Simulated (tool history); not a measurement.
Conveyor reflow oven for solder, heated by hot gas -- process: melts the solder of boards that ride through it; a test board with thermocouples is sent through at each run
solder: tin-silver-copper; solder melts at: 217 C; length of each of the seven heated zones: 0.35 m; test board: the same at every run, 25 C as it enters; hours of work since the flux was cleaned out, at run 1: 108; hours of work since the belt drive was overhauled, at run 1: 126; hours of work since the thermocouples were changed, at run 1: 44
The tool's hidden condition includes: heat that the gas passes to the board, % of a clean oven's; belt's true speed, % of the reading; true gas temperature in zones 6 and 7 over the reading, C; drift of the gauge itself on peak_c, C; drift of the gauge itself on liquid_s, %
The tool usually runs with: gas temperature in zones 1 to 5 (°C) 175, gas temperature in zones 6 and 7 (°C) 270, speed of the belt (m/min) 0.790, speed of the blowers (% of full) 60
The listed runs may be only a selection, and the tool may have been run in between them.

run,hour,gas temperature in zones 1 to 5 (°C),gas temperature in zones 6 and 7 (°C),speed of the belt (m/min),speed of the blowers (% of full),hours of work since the flux was cleaned out,hours of work since the belt drive was overhauled,hours of work since the thermocouples were changed,highest temperature of the board (°C),time above the solder's melting point (s)
1,0.0,175,270,0.790,60,108,126,44,247.7,36.3
2,15.6,180,270,0.790,60,118,136,55,249.2,39.0
3,28.5,180,270,0.790,60,127,145,64,249.1,38.3
4,53.0,180,270,0.790,60,144,162,81,247.3,38.2
5,78.2,180,270,0.790,60,161,179,98,249.4,38.2
6,90.2,180,270,0.790,60,169,187,106,248.5,38.6
7,102.8,175,270,0.936,60,178,196,115,240.2,24.6
8,119.1,175,270,0.940,60,189,207,126,239.5,25.2
9,134.6,175,270,0.940,60,200,218,136,240.3,24.7
10,157.5,175,270,0.940,60,215,233,152,239.0,24.7
# hour 163.7: flux residue cleaned out of gas plates and filters
11,177.7,175,270,0.940,60,10,244,163,239.1,22.4
12,194.7,175,270,0.790,60,21,255,174,246.6,34.2
13,211.2,175,270,0.790,60,33,267,185,245.5,35.2
14,233.8,175,270,0.790,60,48,282,201,245.9,34.8
15,247.2,175,270,0.944,60,57,291,210,238.6,22.3
16,263.8,175,272,0.790,60,69,303,221,246.5,35.4
17,279.9,175,272,0.790,60,80,314,232,247.8,35.2
# hour 291.8: flux residue cleaned out of gas plates and filters, once more
18,306.0,173,270,0.804,79,10,328,247,252.6,38.4
19,325.7,175,270,0.863,60,23,342,260,245.0,31.9
20,341.6,175,270,0.630,79,34,353,271,258.9,54.9
21,363.0,182,283,0.790,60,49,367,286,260.7,44.9
22,379.2,182,283,0.790,60,60,378,297,260.6,45.3
23,403.9,188,282,0.790,70,77,395,314,263.3,48.2
24,428.3,161,284,0.799,62,93,412,331,257.0,38.0
25,450.0,175,284,0.790,63,108,427,345,260.6,42.9
26,471.8,175,284,0.790,63,123,442,360,260.6,42.7
27,496.0,175,267,0.838,60,140,458,377,242.9,30.6
28,516.3,175,271,0.790,83,154,472,391,253.1,40.9
29,530.3,173,272,0.856,60,163,482,400,244.8,31.4
30,548.0,189,270,0.645,60,175,494,412,256.3,57.3
31,560.0,189,270,0.645,60,183,502,421,256.8,56.3

Difference, measured minus no-hidden-state, one row per run. Run-to-run variation is common to both terms; the gauge's own scatter need not be:
run,highest temperature of the board (°C),time above the solder's melting point (s)
1,-1.0,-0.7
2,-1.0,-0.7
3,-1.1,-0.7
4,-1.2,-0.8
5,-1.3,-0.9
6,-1.4,-0.9
7,-1.8,-1.3
8,-1.9,-1.4
9,-2.0,-1.5
10,-2.2,-1.6
11,-3.7,-2.8
12,-3.2,-2.3
13,-3.3,-2.4
14,-3.4,-2.5
15,-4.1,-3.2
16,-3.6,-2.4
17,-3.7,-2.6
18,-0.7,-0.1
19,-0.6,-0.2
20,-0.9,-0.1
21,-0.9,-0.1
22,-1.0,-0.1
23,-1.2,-0.1
24,-1.3,-0.4
25,-1.4,-0.3
26,-1.5,-0.3
27,-1.6,-0.9
28,-1.8,-0.6
29,-1.8,-1.0
30,-1.7,-0.4
31,-1.7,-0.4
